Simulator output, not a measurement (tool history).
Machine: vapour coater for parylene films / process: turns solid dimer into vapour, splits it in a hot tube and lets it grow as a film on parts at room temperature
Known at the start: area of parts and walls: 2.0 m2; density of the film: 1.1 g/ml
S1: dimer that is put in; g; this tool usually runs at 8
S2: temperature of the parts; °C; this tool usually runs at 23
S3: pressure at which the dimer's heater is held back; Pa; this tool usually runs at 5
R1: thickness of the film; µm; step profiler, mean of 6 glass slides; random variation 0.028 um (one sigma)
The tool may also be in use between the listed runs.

run,hour,S1,S2,S3,R1
1,0,8,23,5,2.69
2,27,8,23,5,2.66
3,64.3,8,23,6.01,2.56
4,92.7,8,23,6.01,2.55
5,122.5,8,23,6.01,2.53
6,147.5,8,23,6.01,2.5
7,166.3,8,26,5,2.36
# hour 172.8: trap's valve overhauled
8,207.5,8,26,5,2.52
9,242.6,8,26,5,2.54
10,275.5,9,23,5,3.02
11,315.9,9,23,5,3.06
12,351.1,9,23,5,3.08
13,379.3,8,23,3.17,2.8
14,398.3,8,23,3.17,2.85
15,436.4,8,23,3.17,2.75
16,457.7,8,23,3.17,2.76
17,500.6,8,23,5,2.59
18,540,8,23,5,2.63
19,577.1,8,23,5,2.57
20,609.8,8,23,5,2.54
# hour 614.9: table's thermometer calibrated
# hour 635.7: trap's valve overhauled
21,655.7,8,23,5,2.67
22,688.1,5,23,4.74,1.67
# hour 713.2: table's thermometer calibrated, once more
23,729.1,5,23,4.74,1.7
24,768.8,5,23,4.74,1.73
25,792.1,7,23,4.74,2.42
26,818.6,7,23,4.74,2.41
27,851.7,8,23,3.55,2.79
28,878.7,10,17,2.1,4.29
29,898.6,10,17,2.1,4.31
30,925.2,10,17,2.1,4.23
31,956.2,6,31,4.17,1.64
32,995.9,6,31,4.17,1.66
33,1037.8,12,15,9.37,4.63
34,1067.1,9,23,6.24,2.88
# hour 1099.9: trap's valve overhauled
35,1115.7,9,23,6.24,3.07
36,1155.6,4,23,3.59,1.41
37,1175.9,4,23,3.59,1.43
38,1217.1,6,21,5.56,2.17
39,1260.5,3,23,4.1,1.05

Here are 5 independent what-if runs from the current tool condition. What would each one return?
A,1286.9,8,18,9.49,?
B,1286.9,3,32,4.1,?
C,1286.9,10,23,9.51,?
D,1286.9,10,23,6.57,?
E,1286.9,3,18,4.1,?

run,R1
A,2.9
B,0.79
C,3.13
D,3.33
E,1.15
Without the tool's unlogged condition, the same runs would have read:
run,R1
A,3.03
B,0.82
C,3.27
D,3.48
E,1.21
